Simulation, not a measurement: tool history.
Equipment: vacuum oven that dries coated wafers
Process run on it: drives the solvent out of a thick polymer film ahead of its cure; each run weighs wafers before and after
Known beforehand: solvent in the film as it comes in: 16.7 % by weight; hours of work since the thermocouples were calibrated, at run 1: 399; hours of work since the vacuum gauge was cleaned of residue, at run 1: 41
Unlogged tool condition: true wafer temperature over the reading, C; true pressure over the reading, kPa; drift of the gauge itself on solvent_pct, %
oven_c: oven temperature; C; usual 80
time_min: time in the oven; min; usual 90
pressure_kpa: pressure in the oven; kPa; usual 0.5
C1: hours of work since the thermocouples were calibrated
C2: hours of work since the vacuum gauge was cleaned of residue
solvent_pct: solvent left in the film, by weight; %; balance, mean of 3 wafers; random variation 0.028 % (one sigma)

{"run": 1, "hour": 0.0, "oven_c": 80, "time_min": 90, "pressure_kpa": 0.5, "C1": 399, "C2": 41, "solvent_pct": 1.61}
{"run": 2, "hour": 11.0, "oven_c": 80, "time_min": 90, "pressure_kpa": 0.5, "C1": 405, "C2": 47, "solvent_pct": 1.68}
{"run": 3, "hour": 21.8, "oven_c": 80, "time_min": 90, "pressure_kpa": 0.5, "C1": 411, "C2": 53, "solvent_pct": 1.63}
{"run": 4, "hour": 34.4, "oven_c": 88, "time_min": 90, "pressure_kpa": 0.5, "C1": 417, "C2": 60, "solvent_pct": 0.37}
{"run": 5, "hour": 51.1, "oven_c": 88, "time_min": 90, "pressure_kpa": 0.5, "C1": 427, "C2": 69, "solvent_pct": 0.39}
{"run": 6, "hour": 61.2, "oven_c": 83, "time_min": 90, "pressure_kpa": 0.5, "C1": 432, "C2": 75, "solvent_pct": 0.99}
{"run": 7, "hour": 82.3, "oven_c": 83, "time_min": 90, "pressure_kpa": 0.625, "C1": 444, "C2": 86, "solvent_pct": 0.99}
{"run": 8, "hour": 100.7, "oven_c": 83, "time_min": 113, "pressure_kpa": 0.625, "C1": 454, "C2": 96, "solvent_pct": 0.63}
{"run": 9, "hour": 114.1, "oven_c": 83, "time_min": 113, "pressure_kpa": 0.625, "C1": 461, "C2": 104, "solvent_pct": 0.66}
{"hour": 116.9, "done": "vacuum gauge cleaned of residue and calibrated"}
{"run": 10, "hour": 127.6, "oven_c": 80, "time_min": 90, "pressure_kpa": 0.5, "C1": 468, "C2": 6, "solvent_pct": 1.61}
{"run": 11, "hour": 139.1, "oven_c": 80, "time_min": 155, "pressure_kpa": 0.5, "C1": 474, "C2": 12, "solvent_pct": 0.55}
{"run": 12, "hour": 159.2, "oven_c": 80, "time_min": 155, "pressure_kpa": 0.5, "C1": 485, "C2": 23, "solvent_pct": 0.57}
{"run": 13, "hour": 171.9, "oven_c": 80, "time_min": 155, "pressure_kpa": 0.5, "C1": 492, "C2": 30, "solvent_pct": 0.53}
{"run": 14, "hour": 181.0, "oven_c": 80, "time_min": 155, "pressure_kpa": 0.5, "C1": 497, "C2": 35, "solvent_pct": 0.54}
{"run": 15, "hour": 200.2, "oven_c": 67, "time_min": 64, "pressure_kpa": 0.505, "C1": 508, "C2": 46, "solvent_pct": 7.77}
{"run": 16, "hour": 220.3, "oven_c": 75, "time_min": 64, "pressure_kpa": 0.505, "C1": 519, "C2": 57, "solvent_pct": 4.8}
{"run": 17, "hour": 229.3, "oven_c": 72, "time_min": 144, "pressure_kpa": 0.895, "C1": 524, "C2": 62, "solvent_pct": 2.45}
{"hour": 248.5, "done": "vacuum gauge cleaned of residue and calibrated, once more"}
{"run": 18, "hour": 251.6, "oven_c": 79, "time_min": 76, "pressure_kpa": 0.895, "C1": 535, "C2": 2, "solvent_pct": 2.61}
{"run": 19, "hour": 262.8, "oven_c": 79, "time_min": 76, "pressure_kpa": 0.895, "C1": 541, "C2": 8, "solvent_pct": 2.61}
{"run": 20, "hour": 278.9, "oven_c": 79, "time_min": 76, "pressure_kpa": 0.895, "C1": 550, "C2": 17, "solvent_pct": 2.63}
{"run": 21, "hour": 294.5, "oven_c": 79, "time_min": 76, "pressure_kpa": 0.895, "C1": 559, "C2": 25, "solvent_pct": 2.65}
{"run": 22, "hour": 316.0, "oven_c": 88, "time_min": 64, "pressure_kpa": 0.5, "C1": 571, "C2": 37, "solvent_pct": 0.91}
{"run": 23, "hour": 337.2, "oven_c": 73, "time_min": 140, "pressure_kpa": 1.047, "C1": 582, "C2": 49, "solvent_pct": 2.28}
{"run": 24, "hour": 349.4, "oven_c": 80, "time_min": 68, "pressure_kpa": 0.302, "C1": 589, "C2": 55, "solvent_pct": 2.45}
{"run": 25, "hour": 358.7, "oven_c": 73, "time_min": 103, "pressure_kpa": 1.714, "C1": 594, "C2": 61, "solvent_pct": 3.77}
{"run": 26, "hour": 373.2, "oven_c": 88, "time_min": 54, "pressure_kpa": 0.27, "C1": 602, "C2": 69, "solvent_pct": 1.21}
{"run": 27, "hour": 392.2, "oven_c": 80, "time_min": 57, "pressure_kpa": 0.53, "C1": 612, "C2": 79, "solvent_pct": 3.36}

3 options for the next run, each taken on its own from the tool as it stands now. Forecast them:
{"run": "A", "hour": 409.8, "oven_c": 80, "time_min": 90, "pressure_kpa": 0.771, "C1": 622, "C2": 89, "solvent_pct": "?"}
{"run": "B", "hour": 409.8, "oven_c": 89, "time_min": 98, "pressure_kpa": 0.278, "C1": 622, "C2": 89, "solvent_pct": "?"}
{"run": "C", "hour": 409.8, "oven_c": 80, "time_min": 90, "pressure_kpa": 0.518, "C1": 622, "C2": 89, "solvent_pct": "?"}

run=A solvent_pct=1.66
run=B solvent_pct=0.19
run=C solvent_pct=1.52
Had the tool no hidden state, the same runs would have come out as:
run=A solvent_pct=1.94
run=B solvent_pct=0.24
run=C solvent_pct=1.81

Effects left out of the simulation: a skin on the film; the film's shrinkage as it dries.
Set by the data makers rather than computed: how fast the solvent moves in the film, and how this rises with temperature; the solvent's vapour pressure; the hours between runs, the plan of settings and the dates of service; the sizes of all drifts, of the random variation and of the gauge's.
